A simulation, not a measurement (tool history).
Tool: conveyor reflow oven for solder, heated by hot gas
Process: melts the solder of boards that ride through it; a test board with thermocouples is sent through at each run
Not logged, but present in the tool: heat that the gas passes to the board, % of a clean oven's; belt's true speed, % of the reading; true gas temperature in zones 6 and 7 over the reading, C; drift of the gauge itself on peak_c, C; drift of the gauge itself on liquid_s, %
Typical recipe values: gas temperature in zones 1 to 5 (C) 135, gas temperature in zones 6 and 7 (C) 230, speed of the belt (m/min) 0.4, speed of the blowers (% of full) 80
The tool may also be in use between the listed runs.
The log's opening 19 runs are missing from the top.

run	hour	gas temperature in zones 1 to 5 (C)	gas temperature in zones 6 and 7 (C)	speed of the belt (m/min)	speed of the blowers (% of full)	hours of work since the flux was cleaned out	hours of work since the belt drive was overhauled	hours of work since the thermocouples were changed	highest temperature of the board (C)	time above the solder's melting point (s)
20	1122.6	143	239	0.457	88	414	79	545	226.6	67.2
# hour 1152.4: flux residue cleaned out of gas plates and filters
21	1189.3	127	225	0.4	80	25	120	586	213.3	60.9
22	1272.6	127	225	0.4	80	80	176	642	213.4	61.9
23	1328.1	132	225	0.393	80	118	213	679	214	65.6
24	1361.8	145	230	0.4	56	140	235	701	217.3	69.9
25	1423	135	229	0.4	53	181	276	742	214.8	64.2
26	1503.8	135	229	0.4	53	235	330	796	214.3	63.7
27	1550.5	135	229	0.4	53	266	361	827	213.7	63.3
28	1614.8	135	230	0.364	81	309	404	870	221.4	79.1
29	1675.9	135	219	0.479	80	350	445	911	205.1	44
30	1735	148	244	0.477	61	390	485	951	225	65.6

What if the next run were any one of these 3? Each begins from the tool's condition after run 30:
A	1770.4	135	230	0.456	80	413	509	975	?	?
B	1770.4	144	230	0.4	80	413	509	975	?	?
C	1770.4	130	245	0.4	86	413	509	975	?	?

run	highest temperature of the board (C)	time above the solder's melting point (s)
A	216	56.9
B	220	73.5
C	233.4	77.2
Stripped of hidden state, with their random variation kept, the same runs would have yielded:
run	highest temperature of the board (C)	time above the solder's melting point (s)
A	216.2	57
B	220.1	73.6
C	233.5	77.2

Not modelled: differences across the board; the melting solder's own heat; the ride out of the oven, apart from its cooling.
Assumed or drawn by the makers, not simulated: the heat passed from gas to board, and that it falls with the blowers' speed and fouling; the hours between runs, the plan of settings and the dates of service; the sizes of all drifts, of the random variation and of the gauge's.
